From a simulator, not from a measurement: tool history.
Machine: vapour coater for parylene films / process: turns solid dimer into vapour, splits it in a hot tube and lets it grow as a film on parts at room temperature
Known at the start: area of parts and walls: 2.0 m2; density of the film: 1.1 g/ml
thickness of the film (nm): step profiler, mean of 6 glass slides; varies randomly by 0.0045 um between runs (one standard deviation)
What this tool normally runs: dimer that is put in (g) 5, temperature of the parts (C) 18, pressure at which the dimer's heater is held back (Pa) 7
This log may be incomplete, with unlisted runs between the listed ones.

run,hour,dimer that is put in (g),temperature of the parts (C),pressure at which the dimer's heater is held back (Pa),thickness of the film (nm)
1,0,5,18,7,1645
2,16.6,9,18,7,2939
3,32.5,5,18,7,1643
4,45.5,5,18,7,1632
5,60.1,5,18,7,1629
6,78.3,5,18,4.65,1776
7,89.3,5,18,7,1627
8,99.2,5,18,7,1632
9,115.3,4,18,7,1305
10,127.3,4,18,7,1305
11,148.3,4,18,7,1298
12,165.9,4,18,7,1294
13,180.6,4,18,7,1302
14,193.6,5,14,7,1901
15,205.3,8,18,2.33,3249
16,224.9,8,18,2.33,3246
17,236.6,8,18,2.33,3236
18,255.2,8,18,2.33,3249
19,264.9,8,18,2.33,3251
# hour 284.7: trap's valve overhauled
20,288.6,5,18,7.76,1673
21,309.9,7,27,9.99,1534
22,330,7,27,9.99,1542

What does the tool deliver on the next run?
23,347.2,8,27,7.54,?

{"run 23": {"thickness of the film (nm)": 1866}}
Take away the tool's hidden state, keep the run-to-run variation as it was, and the same run would have given thickness of the film (nm) 1850.

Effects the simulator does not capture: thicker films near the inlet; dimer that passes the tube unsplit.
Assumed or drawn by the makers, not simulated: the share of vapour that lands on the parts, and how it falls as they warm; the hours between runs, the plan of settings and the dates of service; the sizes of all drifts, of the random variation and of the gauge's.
